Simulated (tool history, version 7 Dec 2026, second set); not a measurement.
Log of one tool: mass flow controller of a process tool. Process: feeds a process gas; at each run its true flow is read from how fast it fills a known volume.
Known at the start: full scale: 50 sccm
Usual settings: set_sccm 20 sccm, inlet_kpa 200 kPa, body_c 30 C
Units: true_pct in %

| run | hour | set_sccm | inlet_kpa | body_c | true_pct |
|---|---|---|---|---|---|
| 1 | 0.0 | 20 | 200 | 30 | 98.61 |
| 2 | 191.8 | 20 | 200 | 30 | 98.58 |
| 3 | 436.4 | 20 | 200 | 30 | 98.43 |
| 4 | 642.3 | 28 | 200 | 30 | 98.80 |
| 5 | 1002.9 | 28 | 200 | 30 | 98.77 |
| 6 | 1418.5 | 28 | 200 | 30 | 98.72 |
| 7 | 1834.0 | 28 | 200 | 30 | 98.60 |
| 8 | 2153.7 | 6 | 200 | 30 | 97.67 |
| 9 | 2453.6 | 6 | 200 | 30 | 97.72 |
| 10 | 2765.3 | 20 | 200 | 30 | 98.16 |
| 11 | 2950.7 | 20 | 200 | 30 | 98.01 |
| 12 | 3230.9 | 20 | 200 | 30 | 98.21 |
| 13 | 3567.9 | 20 | 200 | 30 | 98.09 |
| 14 | 3870.5 | 20 | 200 | 30 | 97.88 |
| 15 | 4227.2 | 20 | 200 | 30 | 97.85 |
| 16 | 4448.8 | 37 | 152 | 31 | 98.41 |
| 17 | 4864.3 | 14 | 161 | 31 | 97.54 |
| 18 | 5185.7 | 13 | 200 | 30 | 97.46 |
| 19 | 5475.0 | 26 | 200 | 21 | 98.57 |
| 20 | 5796.6 | 10 | 200 | 30 | 97.32 |
| 21 | 6066.6 | 10 | 200 | 30 | 97.33 |
| 22 | 6274.7 | 20 | 200 | 24 | 98.09 |
| 23 | 6570.3 | 7 | 200 | 25 | 97.40 |
|  | 6932.1 | controller's zero set anew |
| 24 | 6962.1 | 5 | 200 | 20 | 97.89 |
| 25 | 7346.4 | 17 | 184 | 28 | 97.57 |
| 26 | 7611.6 | 17 | 184 | 28 | 97.53 |
| 27 | 7932.7 | 30 | 241 | 38 | 96.93 |
| 28 | 8247.4 | 12 | 200 | 36 | 96.54 |
| 29 | 8535.3 | 32 | 181 | 27 | 97.87 |

Forecast each of these 5 alternatives for the next run:
| A | 8867.3 | 24 | 231 | 27 | ? |
| B | 8867.3 | 19 | 229 | 30 | ? |
| C | 8867.3 | 32 | 183 | 27 | ? |
| D | 8867.3 | 9 | 145 | 37 | ? |
| E | 8867.3 | 6 | 166 | 36 | ? |

| run | true_pct |
|---|---|
| A | 97.47 |
| B | 97.11 |
| C | 97.81 |
| D | 96.30 |
| E | 96.15 |
Without the tool's hidden state the same runs would have given:
| run | true_pct |
|---|---|
| A | 98.93 |
| B | 98.56 |
| C | 99.28 |
| D | 97.74 |
| E | 97.59 |
